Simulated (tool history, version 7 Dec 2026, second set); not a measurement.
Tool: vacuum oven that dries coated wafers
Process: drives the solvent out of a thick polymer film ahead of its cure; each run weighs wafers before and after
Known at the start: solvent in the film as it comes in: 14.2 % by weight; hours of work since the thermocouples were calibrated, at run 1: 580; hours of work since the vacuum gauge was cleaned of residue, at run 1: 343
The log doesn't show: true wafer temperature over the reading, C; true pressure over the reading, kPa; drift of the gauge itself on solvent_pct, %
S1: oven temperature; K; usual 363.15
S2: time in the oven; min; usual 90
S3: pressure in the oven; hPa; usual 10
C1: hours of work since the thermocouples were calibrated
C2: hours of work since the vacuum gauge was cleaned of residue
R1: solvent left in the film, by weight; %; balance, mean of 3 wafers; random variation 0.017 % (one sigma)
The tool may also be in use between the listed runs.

{"run": 1, "day": 0.0, "S1": 363.15, "S2": 90, "S3": 10, "C1": 580, "C2": 343, "R1": 1}
{"run": 2, "day": 1.054, "S1": 363.15, "S2": 50, "S3": 10, "C1": 593, "C2": 356, "R1": 2.56}
{"run": 3, "day": 3.45, "S1": 363.15, "S2": 50, "S3": 10, "C1": 622, "C2": 385, "R1": 2.55}
{"run": 4, "day": 5.675, "S1": 363.15, "S2": 90, "S3": 14.1, "C1": 649, "C2": 412, "R1": 1.19}
{"day": 6.575, "done": "oven's thermocouples calibrated"}
{"run": 5, "day": 7.871, "S1": 363.15, "S2": 90, "S3": 14.1, "C1": 16, "C2": 438, "R1": 1.18}
{"run": 6, "day": 9.371, "S1": 363.15, "S2": 90, "S3": 14.1, "C1": 34, "C2": 456, "R1": 1.17}
{"run": 7, "day": 11.512, "S1": 363.15, "S2": 90, "S3": 10, "C1": 60, "C2": 482, "R1": 1}
{"run": 8, "day": 13.829, "S1": 363.15, "S2": 90, "S3": 12.1, "C1": 88, "C2": 510, "R1": 1.08}
{"run": 9, "day": 15.238, "S1": 363.15, "S2": 90, "S3": 12.2, "C1": 105, "C2": 527, "R1": 1.11}
{"run": 10, "day": 16.679, "S1": 363.15, "S2": 90, "S3": 12.2, "C1": 122, "C2": 544, "R1": 1.1}
{"run": 11, "day": 18.088, "S1": 356.15, "S2": 90, "S3": 12.2, "C1": 139, "C2": 561, "R1": 2.07}
{"run": 12, "day": 19.704, "S1": 365.15, "S2": 90, "S3": 12.2, "C1": 159, "C2": 581, "R1": 0.91}
{"run": 13, "day": 20.688, "S1": 363.15, "S2": 90, "S3": 10, "C1": 171, "C2": 593, "R1": 1.03}
{"run": 14, "day": 22.388, "S1": 363.15, "S2": 90, "S3": 10, "C1": 192, "C2": 614, "R1": 1.03}
{"run": 15, "day": 23.862, "S1": 362.15, "S2": 90, "S3": 10, "C1": 209, "C2": 631, "R1": 1.1}
{"run": 16, "day": 25.275, "S1": 362.15, "S2": 90, "S3": 10, "C1": 226, "C2": 648, "R1": 1.11}
{"run": 17, "day": 26.604, "S1": 362.15, "S2": 90, "S3": 10, "C1": 243, "C2": 665, "R1": 1.1}
{"run": 18, "day": 27.8, "S1": 362.15, "S2": 90, "S3": 10, "C1": 257, "C2": 679, "R1": 1.11}
{"run": 19, "day": 30.025, "S1": 362.15, "S2": 90, "S3": 10, "C1": 284, "C2": 706, "R1": 1.1}
{"run": 20, "day": 31.483, "S1": 362.15, "S2": 90, "S3": 10, "C1": 302, "C2": 724, "R1": 1.1}
{"run": 21, "day": 33.325, "S1": 363.15, "S2": 90, "S3": 24.5, "C1": 324, "C2": 746, "R1": 1.67}
{"run": 22, "day": 34.617, "S1": 363.15, "S2": 90, "S3": 24.5, "C1": 340, "C2": 762, "R1": 1.65}
{"run": 23, "day": 36.588, "S1": 363.15, "S2": 90, "S3": 24.5, "C1": 364, "C2": 785, "R1": 1.64}
{"run": 24, "day": 38.958, "S1": 363.15, "S2": 90, "S3": 24.5, "C1": 392, "C2": 814, "R1": 1.65}
{"run": 25, "day": 40.367, "S1": 360.15, "S2": 111, "S3": 27.7, "C1": 409, "C2": 831, "R1": 1.87}
{"run": 26, "day": 42.8, "S1": 360.15, "S2": 111, "S3": 27.7, "C1": 439, "C2": 861, "R1": 1.88}
{"run": 27, "day": 44.221, "S1": 352.15, "S2": 90, "S3": 26.4, "C1": 456, "C2": 878, "R1": 3.71}
{"run": 28, "day": 45.412, "S1": 352.15, "S2": 90, "S3": 26.4, "C1": 470, "C2": 892, "R1": 3.74}
{"run": 29, "day": 47.029, "S1": 352.15, "S2": 122, "S3": 22.3, "C1": 490, "C2": 912, "R1": 2.65}
{"run": 30, "day": 49.238, "S1": 352.15, "S2": 122, "S3": 22.3, "C1": 517, "C2": 939, "R1": 2.58}
{"run": 31, "day": 50.258, "S1": 368.15, "S2": 100, "S3": 13, "C1": 529, "C2": 951, "R1": 0.63}
{"run": 32, "day": 52.3, "S1": 368.15, "S2": 100, "S3": 13, "C1": 554, "C2": 976, "R1": 0.67}
{"run": 33, "day": 54.696, "S1": 368.15, "S2": 126, "S3": 13, "C1": 583, "C2": 1005, "R1": 0.55}
{"run": 34, "day": 55.942, "S1": 368.15, "S2": 126, "S3": 13, "C1": 598, "C2": 1020, "R1": 0.58}
{"run": 35, "day": 57.183, "S1": 368.15, "S2": 126, "S3": 13, "C1": 613, "C2": 1035, "R1": 0.58}
{"run": 36, "day": 58.567, "S1": 378.15, "S2": 65, "S3": 16.8, "C1": 630, "C2": 1052, "R1": 0.56}
{"run": 37, "day": 60.471, "S1": 378.15, "S2": 65, "S3": 16.8, "C1": 653, "C2": 1075, "R1": 0.58}
{"day": 61.142, "done": "oven's thermocouples calibrated"}
{"run": 38, "day": 61.85, "S1": 378.15, "S2": 65, "S3": 16.8, "C1": 9, "C2": 1090, "R1": 0.59}
{"run": 39, "day": 64.033, "S1": 377.15, "S2": 47, "S3": 9.4, "C1": 35, "C2": 1117, "R1": 0.76}
{"run": 40, "day": 65.45, "S1": 377.15, "S2": 145, "S3": 6.2, "C1": 52, "C2": 1134, "R1": 0.21}
{"run": 41, "day": 67.012, "S1": 377.15, "S2": 145, "S3": 6.2, "C1": 71, "C2": 1153, "R1": 0.17}
{"run": 42, "day": 69.321, "S1": 350.15, "S2": 58, "S3": 29.6, "C1": 99, "C2": 1181, "R1": 5.89}
{"run": 43, "day": 71.154, "S1": 356.15, "S2": 147, "S3": 29.6, "C1": 121, "C2": 1203, "R1": 2.15}
{"run": 44, "day": 72.971, "S1": 363.15, "S2": 62, "S3": 36.6, "C1": 143, "C2": 1225, "R1": 3.01}
{"run": 45, "day": 74.254, "S1": 357.15, "S2": 65, "S3": 10, "C1": 159, "C2": 1241, "R1": 2.81}
{"run": 46, "day": 75.454, "S1": 357.15, "S2": 65, "S3": 10, "C1": 173, "C2": 1255, "R1": 2.77}

5 ways to go on from here, each from the tool as it stands after run 46. What would each give?
{"run": "A", "day": 76.662, "S1": 353.15, "S2": 54, "S3": 9.8, "C1": 188, "C2": 1270, "R1": "?"}
{"run": "B", "day": 76.662, "S1": 357.15, "S2": 77, "S3": 20.2, "C1": 188, "C2": 1270, "R1": "?"}
{"run": "C", "day": 76.662, "S1": 376.15, "S2": 77, "S3": 10, "C1": 188, "C2": 1270, "R1": "?"}
{"run": "D", "day": 76.662, "S1": 357.15, "S2": 77, "S3": 11.3, "C1": 188, "C2": 1270, "R1": "?"}
{"run": "E", "day": 76.662, "S1": 360.15, "S2": 147, "S3": 15.9, "C1": 188, "C2": 1270, "R1": "?"}

run=A R1=4.4
run=B R1=2.72
run=C R1=0.36
run=D R1=2.31
run=E R1=0.98
Without the tool's hidden state the same runs would have given:
run=A R1=4.39
run=B R1=2.72
run=C R1=0.36
run=D R1=2.31
run=E R1=0.98
